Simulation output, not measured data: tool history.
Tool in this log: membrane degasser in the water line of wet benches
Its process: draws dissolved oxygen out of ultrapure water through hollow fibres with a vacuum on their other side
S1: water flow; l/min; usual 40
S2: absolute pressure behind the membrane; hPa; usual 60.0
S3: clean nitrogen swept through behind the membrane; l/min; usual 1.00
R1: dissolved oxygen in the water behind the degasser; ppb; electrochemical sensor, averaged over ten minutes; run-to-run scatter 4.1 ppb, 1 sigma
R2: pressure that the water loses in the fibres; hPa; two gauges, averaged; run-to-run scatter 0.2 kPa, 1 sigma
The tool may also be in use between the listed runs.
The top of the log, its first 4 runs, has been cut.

Run 5, hour 496.8: usual settings but S3 1.35 l/min. Result: R1 415.6 ppb, R2 490.2 hPa.
Run 6, hour 584.1: usual settings but S3 0.77 l/min. Result: R1 502.1 ppb, R2 490.9 hPa.
Run 7, hour 766.3: usual settings but S3 0.77 l/min. Result: R1 507.8 ppb, R2 490.0 hPa.
Run 8, hour 897.4: usual settings but S3 0.77 l/min. Result: R1 518.5 ppb, R2 487.0 hPa.
Run 9, hour 1041.1: usual settings but S3 0.77 l/min. Result: R1 517.7 ppb, R2 491.6 hPa.
Run 10, hour 1226.9: usual settings but S3 0.77 l/min. Result: R1 517.5 ppb, R2 495.1 hPa.
Run 11, hour 1328.9: usual settings but S2 69.9 hPa. Result: R1 543.0 ppb, R2 493.0 hPa.
Run 12, hour 1482.2: usual settings but S2 69.9 hPa. Result: R1 550.4 ppb, R2 489.1 hPa.
Run 13, hour 1626.8: usual settings. Result: R1 476.3 ppb, R2 497.7 hPa.
At hour 1786.7: seals of the vacuum lines changed.
Run 14, hour 1809.1: usual settings. Result: R1 478.2 ppb, R2 497.2 hPa.
Run 15, hour 1919.3: usual settings. Result: R1 487.1 ppb, R2 494.5 hPa.
Run 16, hour 2067.9: usual settings. Result: R1 488.0 ppb, R2 494.9 hPa.
Run 17, hour 2261.8: usual settings but S2 146.8 hPa. Result: R1 1066.5 ppb, R2 498.7 hPa.
Run 18, hour 2447.4: usual settings but S2 88.5 hPa, S3 1.25 l/min. Result: R1 624.0 ppb, R2 499.5 hPa.
Run 19, hour 2592.9: usual settings but S2 88.5 hPa, S3 1.25 l/min. Result: R1 622.9 ppb, R2 498.5 hPa.
Run 20, hour 2762.6: usual settings but S1 28 l/min, S2 64.8 hPa, S3 0.53 l/min. Result: R1 433.5 ppb, R2 349.2 hPa.
Run 21, hour 2955.6: usual settings but S1 28 l/min, S2 64.8 hPa, S3 0.53 l/min. Result: R1 435.9 ppb, R2 351.5 hPa.
Run 22, hour 3067.9: usual settings but S1 28 l/min, S2 64.8 hPa, S3 0.53 l/min. Result: R1 431.1 ppb, R2 351.6 hPa.
At hour 3144.8: membrane cartridge changed.
Run 23, hour 3253.8: usual settings but S1 52 l/min, S2 86.2 hPa, S3 0.52 l/min. Result: R1 1107.6 ppb, R2 589.1 hPa.
Run 24, hour 3341.7: usual settings but S1 36 l/min, S2 50.1 hPa, S3 1.96 l/min. Result: R1 227.4 ppb, R2 410.7 hPa.
Run 25, hour 3522.9: usual settings but S1 36 l/min, S2 50.1 hPa, S3 1.96 l/min. Result: R1 234.1 ppb, R2 411.0 hPa.
Run 26, hour 3700.2: usual settings but S1 39 l/min, S2 50.1 hPa, S3 1.96 l/min. Result: R1 266.6 ppb, R2 444.3 hPa.

Run 27 is up next; what results do you expect?
Run 27, hour 3818.6: usual settings but S1 60 l/min, S2 50.1 hPa, S3 1.96 l/min. Result: R1 ?, R2 ?.

For run 27 the tool returned R1 594.5 ppb, R2 685.3 hPa.
With the hidden condition absent and the run-to-run variation left alone, this run would have shown R1 571.6 ppb, R2 681.0 hPa.

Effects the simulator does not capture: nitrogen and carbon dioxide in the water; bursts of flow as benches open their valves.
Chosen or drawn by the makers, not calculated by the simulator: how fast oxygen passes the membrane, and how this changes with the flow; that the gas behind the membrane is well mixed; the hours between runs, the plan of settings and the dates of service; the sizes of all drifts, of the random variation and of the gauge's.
